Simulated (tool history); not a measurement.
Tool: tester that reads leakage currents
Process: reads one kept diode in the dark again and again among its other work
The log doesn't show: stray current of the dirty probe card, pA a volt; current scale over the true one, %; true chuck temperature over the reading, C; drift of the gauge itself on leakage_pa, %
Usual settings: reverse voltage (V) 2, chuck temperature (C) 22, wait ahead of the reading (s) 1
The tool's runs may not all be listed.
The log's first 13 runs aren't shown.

| run | day | reverse voltage (V) | chuck temperature (C) | wait ahead of the reading (s) | hours of work since the probe card was cleaned | hours of work since the tester was calibrated | hours of work since the chuck was calibrated | current that the tester gives (pA) |
|---|---|---|---|---|---|---|---|---|
| 14 | 32.471 | 1.28 | 22 | 1.6 | 1511 | 953 | 1484 | 12.95 |
| 15 | 35.371 | 2 | 22 | 1 | 1562 | 1003 | 1534 | 16.54 |
| 16 | 37.729 | 2 | 22 | 2.19 | 1603 | 1044 | 1575 | 16.4 |
| 17 | 40.325 | 2 | 22 | 2.19 | 1648 | 1089 | 1620 | 16.41 |
|  | 41.921 | probe card cleaned and baked |
| 18 | 42.046 | 2 | 22 | 2.19 | 2 | 1117 | 1648 | 16.06 |
| 19 | 45.254 | 2 | 22 | 0.81 | 58 | 1173 | 1704 | 16.52 |
|  | 46.588 | chuck's temperature calibrated |
| 20 | 48.296 | 2 | 22 | 0.81 | 109 | 1224 | 30 | 13.84 |
| 21 | 50.096 | 2.39 | 38 | 2.89 | 140 | 1255 | 61 | 58.92 |
| 22 | 52.212 | 18.75 | 22 | 2.36 | 177 | 1292 | 98 | 42.14 |
| 23 | 53.562 | 13.37 | 22 | 1 | 201 | 1315 | 121 | 36.79 |
| 24 | 55.058 | 2.93 | 22 | 1.52 | 227 | 1341 | 147 | 16.69 |
| 25 | 56.988 | 17.68 | 25 | 8.94 | 260 | 1375 | 180 | 52.68 |
| 26 | 58.596 | 1.38 | 23 | 7.69 | 288 | 1403 | 208 | 12.45 |
| 27 | 60.767 | 13.29 | 55 | 0.4 | 326 | 1440 | 246 | 532.69 |
| 28 | 63.3 | 3.4 | 44 | 1 | 369 | 1484 | 290 | 117.09 |
| 29 | 65.15 | 9.08 | 22 | 0.63 | 402 | 1516 | 322 | 32.1 |
| 30 | 67.212 | 9.08 | 22 | 0.63 | 437 | 1552 | 358 | 32.51 |
| 31 | 68.583 | 2.79 | 22 | 7.28 | 461 | 1576 | 382 | 16.57 |
| 32 | 71.258 | 6.44 | 57 | 7.4 | 508 | 1622 | 428 | 438.49 |
| 33 | 74.254 | 3.07 | 57 | 4.11 | 559 | 1674 | 480 | 305.71 |
| 34 | 75.621 | 2.68 | 59 | 0.78 | 583 | 1698 | 504 | 331.75 |
| 35 | 77.979 | 2 | 36 | 0.49 | 624 | 1739 | 545 | 49.22 |
| 36 | 79.45 | 2 | 36 | 0.49 | 650 | 1764 | 570 | 49.15 |
| 37 | 81.621 | 2 | 22 | 4.08 | 687 | 1802 | 608 | 14.6 |

Forecast each of these 3 alternatives for the next run:
| A | 83.217 | 2 | 38 | 3.87 | 715 | 1830 | 635 | ? |
| B | 83.217 | 3.69 | 29 | 3 | 715 | 1830 | 635 | ? |
| C | 83.217 | 2 | 56 | 4.08 | 715 | 1830 | 635 | ? |

| run | current that the tester gives (pA) |
|---|---|
| A | 57.64 |
| B | 36.9 |
| C | 232.68 |
Without the tool's hidden state the same runs would have given:
| run | current that the tester gives (pA) |
|---|---|
| A | 52.9 |
| B | 33.51 |
| C | 215.73 |
